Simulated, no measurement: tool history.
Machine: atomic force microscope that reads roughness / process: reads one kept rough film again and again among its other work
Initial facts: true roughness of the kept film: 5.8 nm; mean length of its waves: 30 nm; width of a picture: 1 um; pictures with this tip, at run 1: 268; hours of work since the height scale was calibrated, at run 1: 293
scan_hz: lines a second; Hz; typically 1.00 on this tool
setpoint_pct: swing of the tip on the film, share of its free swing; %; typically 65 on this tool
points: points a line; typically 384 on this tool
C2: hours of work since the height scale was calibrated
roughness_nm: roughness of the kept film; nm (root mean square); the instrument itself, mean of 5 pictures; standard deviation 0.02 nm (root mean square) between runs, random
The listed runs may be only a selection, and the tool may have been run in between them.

{"run": 1, "day": 0.0, "scan_hz": 1.0, "setpoint_pct": 65, "points": 384, "pictures with this tip": 268, "C2": 293, "roughness_nm": 4.994}
{"run": 2, "day": 1.529, "scan_hz": 1.0, "setpoint_pct": 65, "points": 384, "pictures with this tip": 328, "C2": 316, "roughness_nm": 4.976}
{"day": 1.988, "done": "new tip fitted"}
{"run": 3, "day": 2.696, "scan_hz": 1.0, "setpoint_pct": 65, "points": 384, "pictures with this tip": 28, "C2": 333, "roughness_nm": 5.014}
{"run": 4, "day": 3.762, "scan_hz": 1.0, "setpoint_pct": 65, "points": 384, "pictures with this tip": 70, "C2": 349, "roughness_nm": 4.981}
{"run": 5, "day": 5.204, "scan_hz": 1.0, "setpoint_pct": 65, "points": 305, "pictures with this tip": 127, "C2": 370, "roughness_nm": 4.944}
{"run": 6, "day": 6.288, "scan_hz": 1.0, "setpoint_pct": 65, "points": 384, "pictures with this tip": 170, "C2": 386, "roughness_nm": 4.978}
{"run": 7, "day": 7.196, "scan_hz": 1.0, "setpoint_pct": 65, "points": 475, "pictures with this tip": 206, "C2": 400, "roughness_nm": 4.996}
{"run": 8, "day": 7.954, "scan_hz": 2.81, "setpoint_pct": 65, "points": 384, "pictures with this tip": 236, "C2": 411, "roughness_nm": 4.782}
{"run": 9, "day": 9.321, "scan_hz": 2.81, "setpoint_pct": 65, "points": 384, "pictures with this tip": 290, "C2": 431, "roughness_nm": 4.813}
{"run": 10, "day": 10.554, "scan_hz": 2.78, "setpoint_pct": 65, "points": 384, "pictures with this tip": 339, "C2": 450, "roughness_nm": 4.806}
{"day": 10.646, "done": "new tip fitted"}
{"run": 11, "day": 11.354, "scan_hz": 2.78, "setpoint_pct": 65, "points": 501, "pictures with this tip": 28, "C2": 461, "roughness_nm": 4.811}
{"run": 12, "day": 12.333, "scan_hz": 1.0, "setpoint_pct": 65, "points": 384, "pictures with this tip": 66, "C2": 476, "roughness_nm": 4.989}
{"run": 13, "day": 13.888, "scan_hz": 1.0, "setpoint_pct": 65, "points": 384, "pictures with this tip": 128, "C2": 499, "roughness_nm": 4.991}
{"run": 14, "day": 15.292, "scan_hz": 1.0, "setpoint_pct": 65, "points": 384, "pictures with this tip": 183, "C2": 520, "roughness_nm": 5.019}
{"run": 15, "day": 16.012, "scan_hz": 0.72, "setpoint_pct": 65, "points": 384, "pictures with this tip": 212, "C2": 530, "roughness_nm": 5.012}
{"run": 16, "day": 17.467, "scan_hz": 0.72, "setpoint_pct": 65, "points": 384, "pictures with this tip": 269, "C2": 552, "roughness_nm": 5.05}
{"run": 17, "day": 18.454, "scan_hz": 1.16, "setpoint_pct": 65, "points": 384, "pictures with this tip": 308, "C2": 566, "roughness_nm": 4.995}
{"day": 19.371, "done": "new tip fitted"}
{"run": 18, "day": 20.0, "scan_hz": 2.2, "setpoint_pct": 65, "points": 384, "pictures with this tip": 24, "C2": 589, "roughness_nm": 4.87}
{"run": 19, "day": 21.038, "scan_hz": 0.93, "setpoint_pct": 65, "points": 384, "pictures with this tip": 65, "C2": 605, "roughness_nm": 4.986}
{"run": 20, "day": 22.5, "scan_hz": 0.75, "setpoint_pct": 65, "points": 384, "pictures with this tip": 123, "C2": 626, "roughness_nm": 5.034}
{"run": 21, "day": 23.921, "scan_hz": 2.71, "setpoint_pct": 65, "points": 384, "pictures with this tip": 179, "C2": 647, "roughness_nm": 4.819}
{"run": 22, "day": 24.85, "scan_hz": 2.71, "setpoint_pct": 65, "points": 384, "pictures with this tip": 216, "C2": 661, "roughness_nm": 4.808}
{"run": 23, "day": 25.8, "scan_hz": 1.0, "setpoint_pct": 65, "points": 384, "pictures with this tip": 254, "C2": 675, "roughness_nm": 5.018}
{"run": 24, "day": 26.596, "scan_hz": 1.0, "setpoint_pct": 65, "points": 384, "pictures with this tip": 285, "C2": 687, "roughness_nm": 4.984}
{"run": 25, "day": 27.879, "scan_hz": 1.0, "setpoint_pct": 65, "points": 384, "pictures with this tip": 336, "C2": 706, "roughness_nm": 4.974}
{"day": 28.175, "done": "new tip fitted"}
{"run": 26, "day": 29.083, "scan_hz": 1.0, "setpoint_pct": 65, "points": 384, "pictures with this tip": 36, "C2": 724, "roughness_nm": 4.982}
{"run": 27, "day": 30.242, "scan_hz": 1.36, "setpoint_pct": 68, "points": 479, "pictures with this tip": 81, "C2": 741, "roughness_nm": 4.939}
{"run": 28, "day": 31.45, "scan_hz": 1.36, "setpoint_pct": 68, "points": 479, "pictures with this tip": 129, "C2": 759, "roughness_nm": 4.963}
{"run": 29, "day": 32.675, "scan_hz": 2.2, "setpoint_pct": 82, "points": 348, "pictures with this tip": 177, "C2": 777, "roughness_nm": 4.557}
{"run": 30, "day": 33.525, "scan_hz": 2.2, "setpoint_pct": 82, "points": 348, "pictures with this tip": 211, "C2": 790, "roughness_nm": 4.528}
{"run": 31, "day": 34.621, "scan_hz": 1.53, "setpoint_pct": 58, "points": 384, "pictures with this tip": 254, "C2": 806, "roughness_nm": 4.973}
{"run": 32, "day": 35.433, "scan_hz": 0.89, "setpoint_pct": 73, "points": 447, "pictures with this tip": 286, "C2": 818, "roughness_nm": 4.921}
{"day": 36.879, "done": "new tip fitted"}
{"run": 33, "day": 37.046, "scan_hz": 2.66, "setpoint_pct": 65, "points": 384, "pictures with this tip": 6, "C2": 841, "roughness_nm": 4.82}
{"run": 34, "day": 38.229, "scan_hz": 1.48, "setpoint_pct": 78, "points": 384, "pictures with this tip": 53, "C2": 859, "roughness_nm": 4.767}
{"run": 35, "day": 39.271, "scan_hz": 1.48, "setpoint_pct": 78, "points": 384, "pictures with this tip": 94, "C2": 874, "roughness_nm": 4.796}
{"run": 36, "day": 40.646, "scan_hz": 1.0, "setpoint_pct": 66, "points": 768, "pictures with this tip": 148, "C2": 895, "roughness_nm": 5.079}
{"run": 37, "day": 42.112, "scan_hz": 1.0, "setpoint_pct": 66, "points": 768, "pictures with this tip": 206, "C2": 917, "roughness_nm": 5.01}
{"run": 38, "day": 43.088, "scan_hz": 0.66, "setpoint_pct": 61, "points": 544, "pictures with this tip": 245, "C2": 931, "roughness_nm": 5.057}
{"run": 39, "day": 44.325, "scan_hz": 1.0, "setpoint_pct": 64, "points": 384, "pictures with this tip": 294, "C2": 950, "roughness_nm": 4.996}
{"day": 45.629, "done": "new tip fitted"}
{"run": 40, "day": 45.667, "scan_hz": 1.0, "setpoint_pct": 64, "points": 477, "pictures with this tip": 1, "C2": 969, "roughness_nm": 5.037}
{"run": 41, "day": 47.258, "scan_hz": 2.25, "setpoint_pct": 89, "points": 301, "pictures with this tip": 64, "C2": 993, "roughness_nm": 4.306}
{"run": 42, "day": 48.767, "scan_hz": 1.72, "setpoint_pct": 89, "points": 301, "pictures with this tip": 123, "C2": 1015, "roughness_nm": 4.458}
{"run": 43, "day": 50.262, "scan_hz": 1.0, "setpoint_pct": 75, "points": 852, "pictures with this tip": 183, "C2": 1037, "roughness_nm": 4.937}
{"run": 44, "day": 51.479, "scan_hz": 1.0, "setpoint_pct": 75, "points": 852, "pictures with this tip": 231, "C2": 1055, "roughness_nm": 4.938}
{"run": 45, "day": 52.779, "scan_hz": 0.98, "setpoint_pct": 88, "points": 320, "pictures with this tip": 282, "C2": 1075, "roughness_nm": 4.711}
{"run": 46, "day": 53.946, "scan_hz": 2.48, "setpoint_pct": 84, "points": 724, "pictures with this tip": 328, "C2": 1092, "roughness_nm": 4.475}
{"day": 54.342, "done": "new tip fitted"}
{"run": 47, "day": 55.304, "scan_hz": 2.48, "setpoint_pct": 84, "points": 724, "pictures with this tip": 38, "C2": 1112, "roughness_nm": 4.412}

For each entry between runs, how does the tool's hidden state at the last listed run before it compare with that at the first listed run after it?
Logged between run 2 and run 3: new tip fitted (day 1.988)
  radius of the tip, nm: 5.1 -> 5
Logged between run 10 and run 11: new tip fitted (day 10.646)
  radius of the tip, nm: 5.1 -> 5
Logged between run 17 and run 18: new tip fitted (day 19.371)
  radius of the tip, nm: 5.1 -> 5
Logged between run 25 and run 26: new tip fitted (day 28.175)
  radius of the tip, nm: 5.1 -> 5
Logged between run 32 and run 33: new tip fitted (day 36.879)
  radius of the tip, nm: 5.1 -> 5; height scale over the true one, %: 0 -> -0.01
Logged between run 39 and run 40: new tip fitted (day 45.629)
  radius of the tip, nm: 5.1 -> 5
Logged between run 46 and run 47: new tip fitted (day 54.342)
  radius of the tip, nm: 5.1 -> 5
